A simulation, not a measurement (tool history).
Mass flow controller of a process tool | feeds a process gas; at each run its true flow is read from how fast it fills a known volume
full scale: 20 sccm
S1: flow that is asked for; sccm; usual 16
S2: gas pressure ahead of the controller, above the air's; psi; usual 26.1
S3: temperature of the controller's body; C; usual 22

run 1 day=0 | S1=16 S2=26.1 S3=22 | true_flow_(%)=99.46
run 2 day=6.575 | S1=16 S2=26.1 S3=22 | true_flow_(%)=99.69
run 3 day=11.971 | S1=16 S2=26.1 S3=22 | true_flow_(%)=99.83
run 4 day=19.192 | S1=10 S2=26.1 S3=22 | true_flow_(%)=99.53
run 5 day=25.604 | S1=10 S2=26.1 S3=22 | true_flow_(%)=99.54
run 6 day=30.388 | S1=10 S2=26.1 S3=22 | true_flow_(%)=99.53
run 7 day=36.533 | S1=10 S2=26.1 S3=22 | true_flow_(%)=99.53
run 8 day=40.754 | S1=9 S2=26.1 S3=22 | true_flow_(%)=99.63
run 9 day=45.758 | S1=9 S2=26.1 S3=22 | true_flow_(%)=99.64
run 10 day=50.671 | S1=16 S2=26.1 S3=32 | true_flow_(%)=100.69
run 11 day=58.075 | S1=16 S2=26.1 S3=32 | true_flow_(%)=100.58
run 12 day=62.233 | S1=16 S2=26.1 S3=22 | true_flow_(%)=99.99
run 13 day=65.975 | S1=16 S2=26.1 S3=22 | true_flow_(%)=99.85
run 14 day=69.879 | S1=16 S2=26.1 S3=22 | true_flow_(%)=99.92
run 15 day=73.858 | S1=5 S2=26.1 S3=22 | true_flow_(%)=99.48
run 16 day=79.775 | S1=5 S2=25.2 S3=22 | true_flow_(%)=99.69
run 17 day=86.354 | S1=16 S2=26.1 S3=22 | true_flow_(%)=100.17
run 18 day=92.408 | S1=16 S2=26.1 S3=31 | true_flow_(%)=100.75
run 19 day=96.896 | S1=16 S2=24.2 S3=22 | true_flow_(%)=100.06
run 20 day=100.192 | S1=16 S2=24.2 S3=22 | true_flow_(%)=100.21
run 21 day=106.917 | S1=16 S2=24.2 S3=22 | true_flow_(%)=100.1
run 22 day=113.012 | S1=16 S2=26.1 S3=22 | true_flow_(%)=100.17
run 23 day=119.375 | S1=16 S2=26.1 S3=22 | true_flow_(%)=100.11
run 24 day=123.267 | S1=10 S2=26.4 S3=22 | true_flow_(%)=99.93
run 25 day=129.479 | S1=6 S2=37 S3=22 | true_flow_(%)=99.52
run 26 day=134.7 | S1=9 S2=20.9 S3=35 | true_flow_(%)=100.92
-- day=136.933 gauge calibrated
run 27 day=138.071 | S1=14 S2=33.2 S3=21 | true_flow_(%)=99.21
run 28 day=145.483 | S1=14 S2=33.2 S3=21 | true_flow_(%)=99.42
run 29 day=151.208 | S1=14 S2=29.6 S3=39 | true_flow_(%)=100.76
run 30 day=158.383 | S1=2 S2=26.1 S3=28 | true_flow_(%)=99.63
run 31 day=165.683 | S1=3 S2=35.2 S3=36 | true_flow_(%)=100.11
run 32 day=172.05 | S1=11 S2=21.3 S3=25 | true_flow_(%)=99.83
run 33 day=178.917 | S1=11 S2=21.3 S3=25 | true_flow_(%)=99.87
run 34 day=184.325 | S1=11 S2=21.3 S3=25 | true_flow_(%)=100.02
run 35 day=190.404 | S1=2 S2=20.6 S3=32 | true_flow_(%)=100.06
run 36 day=194.654 | S1=2 S2=20.6 S3=32 | true_flow_(%)=100.13
run 37 day=198.121 | S1=2 S2=20.6 S3=32 | true_flow_(%)=100.01
run 38 day=202.408 | S1=3 S2=20.6 S3=26 | true_flow_(%)=99.79
run 39 day=208.738 | S1=2 S2=20.6 S3=35 | true_flow_(%)=100.26
run 40 day=214.096 | S1=2 S2=20.6 S3=35 | true_flow_(%)=100.22
run 41 day=217.962 | S1=8 S2=33.4 S3=22 | true_flow_(%)=99.48
run 42 day=221.538 | S1=2 S2=26.1 S3=33 | true_flow_(%)=100.08
run 43 day=228.129 | S1=18 S2=36.5 S3=35 | true_flow_(%)=100.92

5 ways to go on from here, each from the tool as it stands after run 43. What would each give?
run A day=231.754 | S1=3 S2=38.3 S3=28 | true_flow_(%)=?
run B day=231.754 | S1=5 S2=22.5 S3=35 | true_flow_(%)=?
run C day=231.754 | S1=16 S2=35 S3=23 | true_flow_(%)=?
run D day=231.754 | S1=14 S2=20.5 S3=29 | true_flow_(%)=?
run E day=231.754 | S1=2 S2=36 S3=36 | true_flow_(%)=?

run=A true_flow_(%)=99.64
run=B true_flow_(%)=100.53
run=C true_flow_(%)=99.92
run=D true_flow_(%)=100.54
run=E true_flow_(%)=100.12
Without the tool's hidden state the same runs would have given:
run=A true_flow_(%)=99.25
run=B true_flow_(%)=100.13
run=C true_flow_(%)=99.51
run=D true_flow_(%)=100.12
run=E true_flow_(%)=99.75

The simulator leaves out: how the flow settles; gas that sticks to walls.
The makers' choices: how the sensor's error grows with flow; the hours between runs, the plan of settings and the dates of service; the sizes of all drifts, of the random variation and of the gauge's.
